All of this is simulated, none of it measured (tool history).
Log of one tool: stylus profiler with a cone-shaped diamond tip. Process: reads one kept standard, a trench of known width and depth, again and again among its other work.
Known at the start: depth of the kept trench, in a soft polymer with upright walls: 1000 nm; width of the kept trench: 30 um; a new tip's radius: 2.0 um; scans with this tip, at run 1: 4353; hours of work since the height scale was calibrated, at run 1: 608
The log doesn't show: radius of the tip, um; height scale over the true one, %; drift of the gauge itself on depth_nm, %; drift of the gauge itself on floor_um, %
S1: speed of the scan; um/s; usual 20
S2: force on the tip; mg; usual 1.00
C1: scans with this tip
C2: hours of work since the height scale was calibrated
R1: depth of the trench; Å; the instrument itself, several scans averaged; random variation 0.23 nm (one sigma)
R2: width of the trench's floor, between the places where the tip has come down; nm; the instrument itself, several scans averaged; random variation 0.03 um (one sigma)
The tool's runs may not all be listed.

| run | hour | S1 | S2 | C1 | C2 | R1 | R2 |
|---|---|---|---|---|---|---|---|
| 1 | 0.0 | 20 | 1.00 | 4353 | 608 | 10059.3 | 25600 |
| 2 | 29.4 | 20 | 1.86 | 4466 | 624 | 10100.4 | 25530 |
| 3 | 50.7 | 20 | 1.86 | 4547 | 635 | 10101.8 | 25610 |
| 4 | 70.5 | 20 | 1.00 | 4623 | 646 | 10055.8 | 25480 |
| 5 | 97.5 | 20 | 1.00 | 4726 | 660 | 10058.0 | 25530 |
| 6 | 126.7 | 8 | 1.00 | 4837 | 676 | 10054.6 | 25510 |
| 7 | 161.6 | 8 | 1.00 | 4971 | 695 | 10060.3 | 25500 |
| 8 | 197.9 | 8 | 1.00 | 5109 | 714 | 10054.4 | 25530 |
| 9 | 214.3 | 20 | 2.17 | 5172 | 723 | 10112.1 | 25480 |
| 10 | 241.8 | 20 | 0.56 | 5277 | 737 | 10028.9 | 25390 |
| 11 | 271.7 | 20 | 0.56 | 5392 | 753 | 10027.4 | 25330 |
| 12 | 307.2 | 20 | 1.08 | 5527 | 772 | 10054.1 | 25350 |
| 13 | 342.3 | 20 | 1.00 | 5661 | 791 | 10051.2 | 25330 |
| 14 | 372.5 | 20 | 1.00 | 5777 | 807 | 10049.8 | 25330 |
| 15 | 398.1 | 20 | 1.00 | 5874 | 821 | 10053.1 | 25250 |
| 16 | 418.5 | 12 | 1.00 | 5952 | 832 | 10047.2 | 25290 |
| 17 | 444.9 | 20 | 0.56 | 6053 | 846 | 10021.3 | 25200 |
| 18 | 478.2 | 20 | 0.56 | 6180 | 864 | 10020.5 | 25190 |
| 19 | 498.1 | 20 | 0.56 | 6256 | 874 | 10020.9 | 25150 |
| 20 | 522.9 | 9 | 0.85 | 6351 | 887 | 10036.5 | 25290 |
| 21 | 541.4 | 37 | 0.89 | 6422 | 897 | 10040.0 | 25100 |
| 22 | 569.2 | 35 | 0.60 | 6528 | 912 | 10021.3 | 25040 |
|  | 572.9 | height scale calibrated on a step standard |
| 23 | 585.4 | 31 | 0.50 | 6588 | 7 | 9987.5 | 25010 |
| 24 | 618.9 | 70 | 1.14 | 6716 | 25 | 10031.3 | 24930 |
| 25 | 644.4 | 70 | 1.14 | 6813 | 38 | 10027.2 | 24890 |
|  | 656.6 | height scale calibrated on a step standard, once more |
| 26 | 678.1 | 70 | 1.14 | 6940 | 11 | 10092.1 | 24890 |
| 27 | 705.2 | 47 | 2.34 | 7044 | 26 | 10152.9 | 25000 |
| 28 | 721.0 | 18 | 2.28 | 7104 | 34 | 10147.5 | 25110 |
| 29 | 742.2 | 5 | 0.53 | 7185 | 46 | 10056.1 | 25100 |
| 30 | 757.8 | 20 | 0.36 | 7245 | 54 | 10038.4 | 24920 |
| 31 | 782.7 | 6 | 2.28 | 7340 | 67 | 10149.0 | 25110 |
| 32 | 799.5 | 56 | 2.95 | 7404 | 76 | 10176.3 | 24950 |
| 33 | 834.9 | 7 | 0.48 | 7539 | 95 | 10047.2 | 25030 |
| 34 | 868.2 | 11 | 0.54 | 7667 | 113 | 10055.9 | 24960 |
| 35 | 886.0 | 49 | 0.54 | 7734 | 122 | 10052.2 | 24720 |
| 36 | 905.7 | 49 | 0.54 | 7810 | 133 | 10051.7 | 24710 |
| 37 | 931.1 | 49 | 0.54 | 7907 | 147 | 10051.4 | 24740 |

Measured less the same run without the tool's hidden state. The same run-to-run variation is in both; the gauge's scatter may not be:
| run | R1 | R2 |
|---|---|---|
| 1 | -28.1 | -880 |
| 2 | -28.8 | -900 |
| 3 | -29.3 | -920 |
| 4 | -29.6 | -930 |
| 5 | -30.2 | -960 |
| 6 | -30.8 | -980 |
| 7 | -31.5 | -1000 |
| 8 | -32.4 | -1020 |
| 9 | -32.9 | -1040 |
| 10 | -33.3 | -1060 |
| 11 | -33.9 | -1070 |
| 12 | -34.8 | -1100 |
| 13 | -35.5 | -1130 |
| 14 | -36.1 | -1150 |
| 15 | -36.6 | -1170 |
| 16 | -37.1 | -1180 |
| 17 | -37.6 | -1200 |
| 18 | -38.3 | -1220 |
| 19 | -38.7 | -1230 |
| 20 | -39.3 | -1250 |
| 21 | -39.7 | -1270 |
| 22 | -40.2 | -1290 |
| 23 | -61.8 | -1290 |
| 24 | -62.8 | -1320 |
| 25 | -63.4 | -1340 |
| 26 | +0.5 | -1360 |
| 27 | -0.1 | -1370 |
| 28 | -0.4 | -1380 |
| 29 | -0.9 | -1400 |
| 30 | -1.3 | -1400 |
| 31 | -1.9 | -1420 |
| 32 | -2.2 | -1440 |
| 33 | -2.8 | -1460 |
| 34 | -3.6 | -1480 |
| 35 | -4.0 | -1500 |
| 36 | -4.4 | -1510 |
| 37 | -5.0 | -1530 |
